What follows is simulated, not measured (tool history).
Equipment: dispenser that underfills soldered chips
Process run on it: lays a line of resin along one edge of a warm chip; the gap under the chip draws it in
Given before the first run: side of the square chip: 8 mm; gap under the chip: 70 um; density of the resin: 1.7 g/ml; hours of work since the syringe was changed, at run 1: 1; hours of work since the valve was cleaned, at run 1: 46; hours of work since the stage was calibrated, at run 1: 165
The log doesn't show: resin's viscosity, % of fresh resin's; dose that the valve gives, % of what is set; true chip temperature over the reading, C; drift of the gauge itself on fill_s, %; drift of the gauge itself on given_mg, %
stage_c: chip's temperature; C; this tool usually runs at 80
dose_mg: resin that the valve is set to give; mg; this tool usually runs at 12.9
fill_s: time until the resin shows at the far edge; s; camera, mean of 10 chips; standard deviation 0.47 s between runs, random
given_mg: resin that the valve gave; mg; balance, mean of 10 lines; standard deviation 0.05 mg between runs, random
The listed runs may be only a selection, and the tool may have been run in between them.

| run | day | stage_c | dose_mg | hours of work since the syringe was changed | hours of work since the valve was cleaned | hours of work since the stage was calibrated | fill_s | given_mg |
|---|---|---|---|---|---|---|---|---|
| 1 | 0.000 | 80 | 12.9 | 1 | 46 | 165 | 36.0 | 12.81 |
| 2 | 0.171 | 79 | 12.9 | 4 | 49 | 167 | 41.9 | 12.71 |
| 3 | 0.338 | 79 | 12.9 | 6 | 52 | 170 | 47.0 | 12.71 |
|  | 0.542 | new syringe of resin |
| 4 | 0.662 | 80 | 11.9 | 2 | 57 | 175 | 37.2 | 11.66 |
| 5 | 0.829 | 80 | 11.9 | 5 | 59 | 178 | 40.3 | 11.70 |
| 6 | 1.000 | 68 | 12.9 | 7 | 62 | 180 | 84.1 | 12.60 |
|  | 1.125 | new syringe of resin |
| 7 | 1.192 | 68 | 12.9 | 1 | 65 | 183 | 68.3 | 12.74 |
| 8 | 1.421 | 80 | 16.0 | 5 | 69 | 187 | 41.4 | 15.70 |
| 9 | 1.675 | 80 | 16.0 | 9 | 73 | 191 | 47.7 | 15.64 |
|  | 1.712 | new syringe of resin |
| 10 | 1.938 | 80 | 16.0 | 4 | 77 | 195 | 38.5 | 15.61 |
| 11 | 2.142 | 94 | 13.0 | 7 | 80 | 198 | 22.5 | 12.61 |
|  | 2.300 | new syringe of resin |
| 12 | 2.471 | 94 | 13.0 | 3 | 85 | 203 | 19.8 | 12.68 |
|  | 2.567 | dispensing valve cleaned and set on the balance |
| 13 | 2.792 | 94 | 13.0 | 7 | 4 | 208 | 23.2 | 12.95 |
|  | 2.942 | new syringe of resin |
| 14 | 2.975 | 94 | 13.0 | 0 | 6 | 210 | 19.1 | 13.00 |
| 15 | 3.212 | 94 | 13.0 | 4 | 10 | 214 | 19.9 | 12.88 |
| 16 | 3.358 | 92 | 14.0 | 7 | 12 | 217 | 23.0 | 13.94 |
|  | 3.525 | new syringe of resin |
| 17 | 3.650 | 88 | 11.2 | 2 | 17 | 221 | 25.3 | 11.11 |
| 18 | 3.792 | 88 | 11.2 | 4 | 19 | 223 | 27.0 | 11.20 |
| 19 | 4.092 | 88 | 11.2 | 9 | 24 | 228 | 32.7 | 11.14 |

Alternative continuations, all from the tool just after run 19; predict every row:
|  | 4.117 | new syringe of resin |
| A | 4.267 | 75 | 12.5 | 2 | 27 | 231 | ? | ? |
|  | 4.117 | new syringe of resin |
| B | 4.267 | 88 | 12.2 | 2 | 27 | 231 | ? | ? |
|  | 4.117 | new syringe of resin |
| C | 4.267 | 72 | 11.2 | 2 | 27 | 231 | ? | ? |
|  | 4.117 | new syringe of resin |
| D | 4.267 | 66 | 11.2 | 2 | 27 | 231 | ? | ? |

| run | fill_s | given_mg |
|---|---|---|
| A | 49.8 | 12.39 |
| B | 25.2 | 12.14 |
| C | 58.0 | 11.13 |
| D | 80.2 | 11.12 |
Without the tool's unlogged condition, the same runs would have read:
| run | fill_s | given_mg |
|---|---|---|
| A | 47.1 | 12.51 |
| B | 23.7 | 12.26 |
| C | 54.9 | 11.24 |
| D | 76.0 | 11.22 |
